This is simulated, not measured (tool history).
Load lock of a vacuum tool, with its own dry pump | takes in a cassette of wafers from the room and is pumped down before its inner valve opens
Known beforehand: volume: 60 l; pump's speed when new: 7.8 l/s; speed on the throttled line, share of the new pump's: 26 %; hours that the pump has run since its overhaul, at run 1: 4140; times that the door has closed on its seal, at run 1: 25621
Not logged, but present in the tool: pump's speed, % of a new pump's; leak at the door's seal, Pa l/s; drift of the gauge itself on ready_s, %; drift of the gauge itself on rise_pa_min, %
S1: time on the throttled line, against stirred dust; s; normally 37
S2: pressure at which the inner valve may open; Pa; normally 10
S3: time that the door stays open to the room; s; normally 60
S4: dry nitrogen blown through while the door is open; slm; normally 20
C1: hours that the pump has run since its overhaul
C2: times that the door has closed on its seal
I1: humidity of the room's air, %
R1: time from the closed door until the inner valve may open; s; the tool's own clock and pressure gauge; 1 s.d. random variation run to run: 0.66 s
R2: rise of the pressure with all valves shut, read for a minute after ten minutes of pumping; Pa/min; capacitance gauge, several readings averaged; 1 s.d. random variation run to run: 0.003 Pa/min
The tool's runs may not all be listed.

run      day  S1  S2   S3  S4    C1     C2    I1     R1     R2
  1    0.000  37  10   60  20  4140  25621  47.2  100.2  0.067
  2   17.592  37  10   60  20  4562  27303  47.6  100.3  0.076
  3   28.742  37  10   60  20  4830  28368  47.1  100.6  0.071
  4   44.571  37  10   60  20  5210  29881  44.1  102.0  0.077
  5   59.742  37  10   60  20  5574  31331  44.0  102.5  0.077
  6   71.679  37  10   60  20  5860  32472  45.9  102.1  0.079
  7   84.908  37  10   60  20  6178  33736  41.0  101.4  0.078
  8   94.742  37  10   60  20  6414  34676  45.4  101.7  0.082
  9  111.683  37  10   60  20  6820  36295  43.5  102.5  0.090
 10  128.688  37  10   60  20  7228  37920  43.3  101.1  0.090
 11  143.208  37  10   60  20  7577  39308  46.7  102.7  0.097
 12  152.275  37   9   60  20  7795  40175  45.1  104.0  0.094
 13  167.921  37  19   60  20  8170  41670  47.0   97.1  0.101
 14  180.146  37  19   60  20  8464  42839  41.4   97.1  0.095
 15  197.692  37  19   60  20  8885  44515  46.7   98.2  0.114
 16  210.504  37  19   60  20  9192  45740  42.3   97.9  0.108
 17  223.858  37  19   60  20  9513  47016  44.0   97.8  0.116
 18  233.017  37  19   60  20  9732  47891  44.8   98.8  0.121
 19  241.883  37  18  211   8  9945  48739  46.5   98.8  0.154

Predict the results of run 20:
 20  250.762  32  10  211   9  10158  49588  48.4   ?   ?

{"run 20": {"R1": 101.7, "R2": 0.161}}
The same run, on a tool lacking any hidden state, would have yielded R1 95.6 s, R2 0.059 Pa/min.

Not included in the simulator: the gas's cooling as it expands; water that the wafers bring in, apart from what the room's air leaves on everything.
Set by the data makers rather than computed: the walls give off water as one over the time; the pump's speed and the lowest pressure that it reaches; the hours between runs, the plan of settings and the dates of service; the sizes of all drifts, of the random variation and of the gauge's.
